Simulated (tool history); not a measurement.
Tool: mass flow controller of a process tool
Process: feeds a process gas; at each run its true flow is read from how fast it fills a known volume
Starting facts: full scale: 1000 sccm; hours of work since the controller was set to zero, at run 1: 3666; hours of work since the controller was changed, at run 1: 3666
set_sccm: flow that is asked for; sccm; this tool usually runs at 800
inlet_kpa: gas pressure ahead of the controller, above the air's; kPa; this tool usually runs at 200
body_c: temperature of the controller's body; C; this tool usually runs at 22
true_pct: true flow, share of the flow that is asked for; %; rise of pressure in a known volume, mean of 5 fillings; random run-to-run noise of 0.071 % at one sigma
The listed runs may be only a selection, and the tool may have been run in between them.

| run | hour | set_sccm | inlet_kpa | body_c | hours of work since the controller was set to zero | hours of work since the controller was changed | true_pct |
|---|---|---|---|---|---|---|---|
| 1 | 0 | 800 | 200 | 22 | 3666 | 3666 | 97.33 |
| 2 | 242.4 | 800 | 200 | 22 | 3805 | 3805 | 97.28 |
| 3 | 470 | 800 | 200 | 22 | 3935 | 3935 | 97.28 |
| 4 | 874.4 | 800 | 200 | 22 | 4167 | 4167 | 96.94 |
| 5 | 1094.2 | 800 | 178 | 22 | 4293 | 4293 | 97.16 |
| 6 | 1470.5 | 800 | 142 | 22 | 4509 | 4509 | 97.24 |
| 7 | 1900.5 | 800 | 200 | 22 | 4755 | 4755 | 96.83 |
| 8 | 2261.4 | 800 | 200 | 22 | 4962 | 4962 | 96.53 |
| 9 | 2529.5 | 800 | 200 | 22 | 5116 | 5116 | 96.54 |
| 10 | 2969.8 | 800 | 200 | 22 | 5368 | 5368 | 96.34 |
|  | 3013.2 | controller exchanged for a calibrated one |
| 11 | 3392.7 | 306 | 200 | 22 | 218 | 218 | 97.93 |
| 12 | 3850.4 | 306 | 200 | 22 | 480 | 480 | 97.72 |
| 13 | 4315.6 | 306 | 200 | 27 | 747 | 747 | 97.28 |
| 14 | 4652 | 306 | 200 | 27 | 940 | 940 | 97.29 |
| 15 | 5033.7 | 306 | 200 | 27 | 1158 | 1158 | 97.12 |
| 16 | 5458.1 | 800 | 200 | 22 | 1402 | 1402 | 98.77 |
| 17 | 5928.7 | 794 | 200 | 22 | 1672 | 1672 | 98.38 |
| 18 | 6176.5 | 800 | 161 | 22 | 1814 | 1814 | 98.67 |
| 19 | 6650 | 800 | 161 | 22 | 2085 | 2085 | 98.59 |
| 20 | 7105.6 | 800 | 200 | 22 | 2346 | 2346 | 98.1 |
| 21 | 7501.9 | 800 | 211 | 22 | 2574 | 2574 | 97.84 |
| 22 | 7727.1 | 800 | 200 | 26 | 2703 | 2703 | 97.68 |
| 23 | 7939 | 850 | 200 | 22 | 2824 | 2824 | 98.01 |
| 24 | 8388.7 | 114 | 200 | 22 | 3082 | 3082 | 93.26 |
| 25 | 8754.2 | 215 | 155 | 25 | 3292 | 3292 | 94.94 |
| 26 | 8970.6 | 215 | 155 | 25 | 3416 | 3416 | 94.92 |
| 27 | 9347.2 | 344 | 223 | 25 | 3631 | 3631 | 95.4 |
| 28 | 9769.1 | 245 | 183 | 23 | 3873 | 3873 | 94.54 |
| 29 | 10125.4 | 124 | 183 | 23 | 4078 | 4078 | 92.39 |
| 30 | 10354.8 | 124 | 183 | 23 | 4209 | 4209 | 92.26 |
| 31 | 10621.1 | 102 | 217 | 29 | 4362 | 4362 | 90.82 |
| 32 | 10819.8 | 102 | 217 | 29 | 4476 | 4476 | 90.51 |
| 33 | 11016.4 | 503 | 213 | 23 | 4588 | 4588 | 95.69 |
| 34 | 11359.6 | 503 | 213 | 23 | 4785 | 4785 | 95.37 |
| 35 | 11779.4 | 322 | 171 | 31 | 5026 | 5026 | 94.36 |
| 36 | 12192.4 | 322 | 171 | 31 | 5263 | 5263 | 93.99 |
|  | 12419.6 | controller exchanged for a calibrated one |
| 37 | 12425.5 | 322 | 171 | 31 | 3 | 3 | 98.45 |
| 38 | 12656.9 | 415 | 161 | 22 | 136 | 136 | 99.01 |
| 39 | 13105.7 | 800 | 200 | 23 | 393 | 393 | 99.6 |
| 40 | 13588.5 | 800 | 239 | 22 | 670 | 670 | 99.07 |
| 41 | 13928 | 194 | 185 | 27 | 865 | 865 | 97.18 |
| 42 | 14289.2 | 579 | 206 | 39 | 1072 | 1072 | 97.92 |
| 43 | 14706.2 | 534 | 186 | 22 | 1311 | 1311 | 98.24 |
| 44 | 15186.8 | 534 | 186 | 22 | 1587 | 1587 | 98.18 |
| 45 | 15525.2 | 800 | 200 | 22 | 1781 | 1781 | 98.82 |
| 46 | 15978.7 | 800 | 200 | 22 | 2041 | 2041 | 98.67 |
| 47 | 16411.6 | 800 | 266 | 22 | 2289 | 2289 | 98.08 |
| 48 | 16819.4 | 800 | 266 | 22 | 2523 | 2523 | 97.83 |

A few steps of true_pct between consecutive runs. Split each: what settings, incoming material and random variation would produce without the hidden state, and what is left over for the hidden state, along with gauge scatter present in only one of the two compared results (measured, and without hidden state):
The tool's hidden condition here consists of: flow at rest that the sensor doesn't see, % of full scale; true flow over the shown one, %; drift of the gauge itself on true_pct, %.
Run 23 -> 24: set_sccm 850 -> 114. true_pct -4.75 %: hidden state -2.92, all else -1.83.
Run 32 -> 33: set_sccm 102 -> 503, inlet_kpa 217 -> 213, body_c 29 -> 23. true_pct +5.18 %: hidden state +3.85, all else +1.33.
Run 36 -> 37: controller exchanged for a calibrated one. true_pct +4.46 %: hidden state +4.29, all else +0.17.

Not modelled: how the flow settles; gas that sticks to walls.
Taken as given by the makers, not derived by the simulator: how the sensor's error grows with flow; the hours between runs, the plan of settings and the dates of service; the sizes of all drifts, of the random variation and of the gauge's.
